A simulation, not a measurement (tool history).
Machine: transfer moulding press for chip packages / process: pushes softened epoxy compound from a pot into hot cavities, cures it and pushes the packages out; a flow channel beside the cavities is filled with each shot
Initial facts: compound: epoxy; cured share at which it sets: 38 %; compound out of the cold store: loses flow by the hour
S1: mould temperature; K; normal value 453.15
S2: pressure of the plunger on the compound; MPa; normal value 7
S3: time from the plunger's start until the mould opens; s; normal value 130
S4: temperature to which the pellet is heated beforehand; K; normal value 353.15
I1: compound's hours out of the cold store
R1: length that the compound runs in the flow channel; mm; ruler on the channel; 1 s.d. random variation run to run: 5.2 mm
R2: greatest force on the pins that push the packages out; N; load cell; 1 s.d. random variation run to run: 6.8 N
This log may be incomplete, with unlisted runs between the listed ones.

Run 1, hour 0: usual settings; I1 40.8. Result: R1 516 mm, R2 418 N.
Run 2, hour 42.2: usual settings; I1 31.2. Result: R1 515 mm, R2 456 N.
At hour 63.8: mould's thermocouples calibrated.
At hour 79: cavities cleaned with cleaning compound and waxed.
Run 3, hour 85.1: usual settings; I1 40. Result: R1 500 mm, R2 313 N.
Run 4, hour 116.6: usual settings; I1 43.3. Result: R1 493 mm, R2 382 N.
At hour 155.4: mould's thermocouples calibrated, once more.
Run 5, hour 163: usual settings but S1 459.15 K; I1 13.1. Result: R1 508 mm, R2 394 N.
At hour 170.2: plunger's sealing rings changed.
Run 6, hour 190.6: usual settings but S1 459.15 K; I1 29.2. Result: R1 538 mm, R2 423 N.
At hour 202.9: cavities cleaned with cleaning compound and waxed.
Run 7, hour 221.3: usual settings but S2 5.46 MPa; I1 47.8. Result: R1 460 mm, R2 330 N.
Run 8, hour 269.1: usual settings but S2 5.46 MPa; I1 33.6. Result: R1 465 mm, R2 440 N.
Run 9, hour 303.8: usual settings but S2 5.46 MPa; I1 17.5. Result: R1 497 mm, R2 467 N.
At hour 324.2: cavities cleaned with cleaning compound and waxed.
Run 10, hour 348: usual settings but S1 455.15 K; I1 28.8. Result: R1 524 mm, R2 334 N.
Run 11, hour 389: usual settings but S3 145 s; I1 24.9. Result: R1 533 mm, R2 393 N.
Run 12, hour 415.4: usual settings; I1 38.2. Result: R1 508 mm, R2 468 N.
At hour 441.8: cavities cleaned with cleaning compound and waxed.
Run 13, hour 467.1: usual settings; I1 16.3. Result: R1 547 mm, R2 363 N.
Run 14, hour 498.9: usual settings but S2 7.13 MPa; I1 8.2. Result: R1 550 mm, R2 430 N.
Run 15, hour 521.7: usual settings but S2 6.43 MPa; I1 11.2. Result: R1 525 mm, R2 470 N.
At hour 559.4: cavities cleaned with cleaning compound and waxed.
Run 16, hour 559.9: usual settings but S2 6.43 MPa; I1 31.3. Result: R1 478 mm, R2 287 N.
At hour 585.1: plunger's sealing rings changed.
Run 17, hour 589.1: usual settings but S2 6.43 MPa, S3 153 s; I1 43.3. Result: R1 496 mm, R2 329 N.
Run 18, hour 629.8: usual settings but S1 457.15 K, S2 6.43 MPa, S3 125 s; I1 18.3. Result: R1 523 mm, R2 417 N.
Run 19, hour 659.3: usual settings but S1 457.15 K, S2 6.43 MPa, S3 125 s; I1 21.7. Result: R1 519 mm, R2 436 N.
At hour 681.4: cavities cleaned with cleaning compound and waxed.
Run 20, hour 699: usual settings but S1 457.15 K, S2 6.74 MPa, S3 138 s, S4 360.15 K; I1 27.4. Result: R1 507 mm, R2 303 N.
Run 21, hour 740.6: usual settings but S1 457.15 K, S2 6.74 MPa, S3 138 s, S4 360.15 K; I1 36.3. Result: R1 490 mm, R2 374 N.
Run 22, hour 761.9: usual settings but S2 5.79 MPa, S3 114 s; I1 30.4. Result: R1 483 mm, R2 561 N.
Run 23, hour 782.6: usual settings but S2 6.57 MPa, S4 345.15 K; I1 43.7. Result: R1 492 mm, R2 482 N.
At hour 802.9: cavities cleaned with cleaning compound and waxed.
At hour 826.1: mould's thermocouples calibrated.
Run 24, hour 830.2: usual settings but S1 459.15 K, S2 6.02 MPa; I1 27. Result: R1 470 mm, R2 328 N.
Run 25, hour 865: usual settings but S1 459.15 K, S2 6.02 MPa, S3 124 s, S4 347.15 K; I1 30. Result: R1 457 mm, R2 383 N.
Run 26, hour 897.5: usual settings but S1 459.15 K, S2 6.02 MPa, S3 124 s, S4 347.15 K; I1 15.4. Result: R1 477 mm, R2 429 N.
At hour 924.1: cavities cleaned with cleaning compound and waxed.
Run 27, hour 944: usual settings but S1 459.15 K, S2 6.02 MPa, S3 124 s, S4 347.15 K; I1 36. Result: R1 454 mm, R2 315 N.
Run 28, hour 991.5: usual settings but S1 459.15 K, S2 6.02 MPa, S3 124 s, S4 347.15 K; I1 41.7. Result: R1 443 mm, R2 394 N.

Consider 3 possible next runs. They are alternatives, not a sequence: every one starts from the tool as it was left by run 28. What does each give?
At hour 1000.8: plunger's sealing rings changed.
Run A, hour 1015.5: usual settings but S2 6.48 MPa, S3 153 s, S4 356.15 K; I1 23.9. Result: R1 ?, R2 ?.
At hour 1000.8: plunger's sealing rings changed.
Run B, hour 1015.5: usual settings but S2 6.46 MPa, S3 118 s; I1 38.9. Result: R1 ?, R2 ?.
At hour 1000.8: plunger's sealing rings changed.
Run C, hour 1015.5: usual settings but S2 7.74 MPa, S3 112 s, S4 359.15 K; I1 40.8. Result: R1 ?, R2 ?.

run   R1   R2
  A  530  411
  B  510  549
  C  555  580
Stripped of hidden state, with their random variation kept, the same runs would have yielded:
run   R1   R2
  A  531  244
  B  510  318
  C  556  332
